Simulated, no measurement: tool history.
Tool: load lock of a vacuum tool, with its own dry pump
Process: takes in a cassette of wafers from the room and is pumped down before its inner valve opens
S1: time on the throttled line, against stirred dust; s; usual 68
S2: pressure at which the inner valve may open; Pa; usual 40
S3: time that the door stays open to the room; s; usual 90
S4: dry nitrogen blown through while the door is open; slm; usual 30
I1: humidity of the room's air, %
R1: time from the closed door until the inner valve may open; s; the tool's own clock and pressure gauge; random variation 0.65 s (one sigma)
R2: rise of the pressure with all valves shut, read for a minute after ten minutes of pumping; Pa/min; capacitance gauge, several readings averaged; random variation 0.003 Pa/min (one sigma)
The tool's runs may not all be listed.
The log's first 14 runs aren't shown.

| run | hour | S1 | S2 | S3 | S4 | I1 | R1 | R2 |
|---|---|---|---|---|---|---|---|---|
| 15 | 2332.3 | 68 | 75 | 90 | 30 | 43.3 | 99.1 | 0.143 |
| 16 | 2442.0 | 68 | 75 | 90 | 4 | 46.2 | 99.3 | 0.183 |
| 17 | 2661.1 | 68 | 75 | 90 | 4 | 41.8 | 98.5 | 0.203 |
| 18 | 2873.3 | 68 | 75 | 90 | 4 | 46.4 | 100.7 | 0.223 |
| 19 | 3098.0 | 68 | 75 | 90 | 4 | 45.8 | 99.9 | 0.240 |
| 20 | 3334.6 | 50 | 76 | 90 | 4 | 44.4 | 84.6 | 0.256 |
| 21 | 3539.8 | 104 | 51 | 90 | 30 | 47.7 | 129.5 | 0.244 |
| 22 | 3676.3 | 104 | 51 | 90 | 30 | 48.3 | 128.9 | 0.256 |
| 23 | 3844.9 | 104 | 80 | 50 | 7 | 47.9 | 126.7 | 0.288 |
| 24 | 4034.7 | 42 | 51 | 27 | 9 | 44.3 | 83.0 | 0.290 |
| 25 | 4161.0 | 79 | 40 | 90 | 16 | 38.8 | 112.1 | 0.309 |
| 26 | 4393.0 | 134 | 40 | 90 | 27 | 46.4 | 153.7 | 0.320 |
| 27 | 4500.7 | 68 | 30 | 70 | 30 | 46.7 | 106.1 | 0.334 |
| 28 | 4696.4 | 86 | 65 | 70 | 30 | 50.1 | 115.1 | 0.353 |
| 29 | 4931.2 | 54 | 29 | 90 | 44 | 46.2 | 98.2 | 0.364 |
| 30 | 5109.1 | 54 | 29 | 90 | 44 | 48.2 | 96.6 | 0.396 |
| 31 | 5285.8 | 54 | 29 | 90 | 44 | 44.8 | 97.3 | 0.417 |
| 32 | 5415.0 | 54 | 29 | 90 | 44 | 42.2 | 96.6 | 0.431 |
| 33 | 5591.0 | 54 | 60 | 90 | 44 | 44.7 | 92.6 | 0.448 |
| 34 | 5800.0 | 68 | 28 | 29 | 29 | 44.1 | 108.3 | 0.472 |
| 35 | 5915.0 | 68 | 31 | 90 | 8 | 41.2 | 107.1 | 0.520 |
| 36 | 6111.6 | 68 | 31 | 90 | 8 | 44.9 | 105.8 | 0.542 |
|  | 6271.8 | dry pump taken out, an overhauled one fitted |
| 37 | 6306.6 | 114 | 40 | 119 | 11 | 41.8 | 134.4 | 0.563 |

4 ways to go on from here, each from the tool as it stands after run 37. What would each give?
| A | 6424.0 | 114 | 40 | 119 | 18 | 44.1 | ? | ? |
| B | 6424.0 | 57 | 40 | 119 | 11 | 44.3 | ? | ? |
| C | 6424.0 | 64 | 40 | 119 | 11 | 45.8 | ? | ? |
| D | 6424.0 | 68 | 40 | 77 | 30 | 43.8 | ? | ? |

| run | R1 | R2 |
|---|---|---|
| A | 132.7 | 0.574 |
| B | 87.1 | 0.593 |
| C | 94.0 | 0.589 |
| D | 96.8 | 0.576 |
Without the tool's hidden state the same runs would have given:
| run | R1 | R2 |
|---|---|---|
| A | 132.2 | 0.023 |
| B | 86.5 | 0.037 |
| C | 93.3 | 0.041 |
| D | 96.2 | 0.016 |
